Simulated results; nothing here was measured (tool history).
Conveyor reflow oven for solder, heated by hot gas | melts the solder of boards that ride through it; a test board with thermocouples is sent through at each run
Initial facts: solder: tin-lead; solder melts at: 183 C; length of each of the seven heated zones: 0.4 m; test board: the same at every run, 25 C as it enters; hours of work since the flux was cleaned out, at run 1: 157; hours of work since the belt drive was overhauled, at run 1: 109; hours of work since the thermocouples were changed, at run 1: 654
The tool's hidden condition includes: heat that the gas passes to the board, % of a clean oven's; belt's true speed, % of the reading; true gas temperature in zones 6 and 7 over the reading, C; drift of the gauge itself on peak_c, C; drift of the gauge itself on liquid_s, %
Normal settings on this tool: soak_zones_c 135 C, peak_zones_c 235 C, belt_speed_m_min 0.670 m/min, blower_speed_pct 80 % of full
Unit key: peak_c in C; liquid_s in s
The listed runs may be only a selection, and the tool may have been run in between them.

| run | day | soak_zones_c | peak_zones_c | belt_speed_m_min | blower_speed_pct | hours of work since the flux was cleaned out | hours of work since the belt drive was overhauled | hours of work since the thermocouples were changed | peak_c | liquid_s |
|---|---|---|---|---|---|---|---|---|---|---|
| 1 | 0.000 | 135 | 235 | 0.670 | 80 | 157 | 109 | 654 | 218.4 | 54.0 |
| 2 | 0.429 | 135 | 235 | 0.670 | 80 | 162 | 113 | 659 | 218.3 | 53.6 |
| 3 | 0.871 | 135 | 235 | 0.575 | 80 | 167 | 118 | 664 | 223.1 | 66.6 |
| 4 | 1.162 | 135 | 235 | 0.575 | 80 | 170 | 122 | 667 | 223.2 | 67.1 |
| 5 | 1.421 | 135 | 235 | 0.575 | 80 | 173 | 124 | 670 | 223.3 | 67.0 |
| 6 | 1.871 | 135 | 238 | 0.575 | 80 | 178 | 129 | 675 | 226.0 | 68.8 |
| 7 | 2.342 | 135 | 238 | 0.605 | 80 | 183 | 135 | 680 | 224.4 | 64.0 |
| 8 | 2.612 | 135 | 235 | 0.670 | 80 | 186 | 138 | 683 | 218.4 | 53.1 |
| 9 | 2.854 | 135 | 235 | 0.670 | 80 | 189 | 140 | 686 | 218.4 | 53.4 |
| 10 | 3.321 | 135 | 235 | 0.670 | 80 | 194 | 145 | 691 | 218.4 | 53.5 |
| 11 | 3.821 | 135 | 235 | 0.670 | 80 | 200 | 151 | 696 | 218.3 | 52.9 |
| 12 | 4.121 | 135 | 235 | 0.670 | 80 | 203 | 154 | 700 | 218.0 | 53.6 |
| 13 | 4.629 | 121 | 228 | 0.670 | 84 | 209 | 160 | 705 | 210.5 | 43.8 |
| 14 | 5.033 | 124 | 235 | 0.752 | 80 | 213 | 164 | 710 | 212.4 | 39.7 |
| 15 | 5.321 | 135 | 236 | 0.670 | 80 | 216 | 168 | 713 | 218.9 | 54.1 |
| 16 | 5.829 | 135 | 235 | 0.670 | 83 | 222 | 173 | 718 | 219.0 | 53.7 |
| 17 | 6.300 | 135 | 235 | 0.603 | 89 | 227 | 178 | 724 | 223.2 | 64.2 |
| 18 | 6.758 | 135 | 235 | 0.603 | 89 | 232 | 183 | 729 | 223.3 | 64.0 |
|  | 6.996 | flux residue cleaned out of gas plates and filters |
| 19 | 7.462 | 135 | 235 | 0.603 | 89 | 5 | 189 | 734 | 224.4 | 64.5 |
| 20 | 7.879 | 135 | 235 | 0.670 | 87 | 10 | 194 | 739 | 221.0 | 55.6 |
| 21 | 8.150 | 144 | 242 | 0.670 | 70 | 13 | 197 | 742 | 225.3 | 60.5 |
| 22 | 8.425 | 149 | 247 | 0.715 | 52 | 16 | 200 | 745 | 222.0 | 56.4 |
| 23 | 8.796 | 121 | 240 | 0.795 | 78 | 20 | 204 | 749 | 214.0 | 37.7 |

Forecast each of these 5 alternatives for the next run:
| A | 9.112 | 121 | 240 | 0.795 | 52 | 23 | 207 | 752 | ? | ? |
| B | 9.112 | 148 | 247 | 0.670 | 80 | 23 | 207 | 752 | ? | ? |
| C | 9.112 | 121 | 240 | 0.683 | 78 | 23 | 207 | 752 | ? | ? |
| D | 9.112 | 121 | 224 | 0.795 | 78 | 23 | 207 | 752 | ? | ? |
| E | 9.112 | 135 | 235 | 0.564 | 80 | 23 | 207 | 752 | ? | ? |

| run | peak_c | liquid_s |
|---|---|---|
| A | 204.3 | 28.8 |
| B | 231.8 | 65.8 |
| C | 220.6 | 50.0 |
| D | 201.3 | 27.4 |
| E | 224.7 | 69.6 |
Had the tool no hidden state, the same runs would have come out as:
| run | peak_c | liquid_s |
|---|---|---|
| A | 203.1 | 27.5 |
| B | 230.5 | 64.8 |
| C | 219.3 | 48.8 |
| D | 200.1 | 26.0 |
| E | 223.3 | 68.3 |
